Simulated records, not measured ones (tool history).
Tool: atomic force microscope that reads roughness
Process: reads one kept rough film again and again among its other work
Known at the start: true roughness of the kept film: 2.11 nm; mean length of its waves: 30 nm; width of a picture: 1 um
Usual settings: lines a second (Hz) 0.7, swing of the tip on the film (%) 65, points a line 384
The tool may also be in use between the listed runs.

run    hour  lines a second (Hz)  swing of the tip on the film (%)  points a line  roughness of the kept film (nm (root mean square))
  1       0                  0.7                                65            384                                               1.613
       26.4  -- new tip fitted
  2    45.3                  0.7                                65            384                                               1.809
  3    74.5                  0.7                                65            283                                               1.758
  4   145.2                  0.7                                65            384                                               1.694
  5   209.8                  0.7                                65            384                                               1.614
      248.2  -- new tip fitted
  6   279.5                  0.7                                65            756                                               1.797
  7   310.9                  0.7                                65            384                                               1.755
  8   379.4                2.113                                65            384                                               1.596
  9   409.7                  0.7                                65            384                                               1.658
      468.6  -- new tip fitted
 10   476.2                 2.42                                65            384                                               1.717
 11   507.9                 2.42                                65            384                                               1.675
 12   550.1                  0.7                                85            384                                               1.643
 13     621                  0.7                                85            384                                               1.568
 14   665.9                  0.7                                85            557                                               1.537
      686.2  -- new tip fitted
 15   720.4                  0.7                                85            557                                               1.703
 16   769.1                1.087                                62            629                                               1.737
      773.6  -- height scale calibrated on a step standard
 17   825.4                1.846                                69            373                                               1.571
 18   866.7                2.758                                69            373                                               1.464
      905.5  -- new tip fitted
 19   905.5                2.758                                69            373                                               1.652
 20   963.2                2.758                                69            373                                                1.58
 21  1000.6                2.752                                80            373                                               1.405
 22  1041.8                2.752                                80            373                                               1.365
     1108.6  -- height scale calibrated on a step standard, once more
 23  1108.6                0.524                                58            373                                               1.646
       1129  -- new tip fitted
 24  1155.3                3.763                                81            327                                               1.359
 25  1190.5                1.156                                65            656                                               1.749
 26  1245.2                1.156                                75            762                                               1.628
 27  1310.3                3.178                                70            377                                               1.419
 28  1344.5                  0.7                                79            333                                               1.529
     1349.3  -- new tip fitted
 29    1387                1.198                                86            478                                               1.624

3 ways to go on from here, each from the tool as it stands after run 29. What would each give?
  A  1458.5                0.719                                86            478                                                   ?
  B  1458.5                1.376                                89            276                                                   ?
  C  1458.5                1.263                                65            647                                                   ?

run  roughness of the kept film (nm (root mean square))
  A                                                1.61
  B                                               1.445
  C                                               1.667
Without the tool's hidden state the same runs would have given:
run  roughness of the kept film (nm (root mean square))
  A                                               1.761
  B                                                1.58
  C                                               1.822
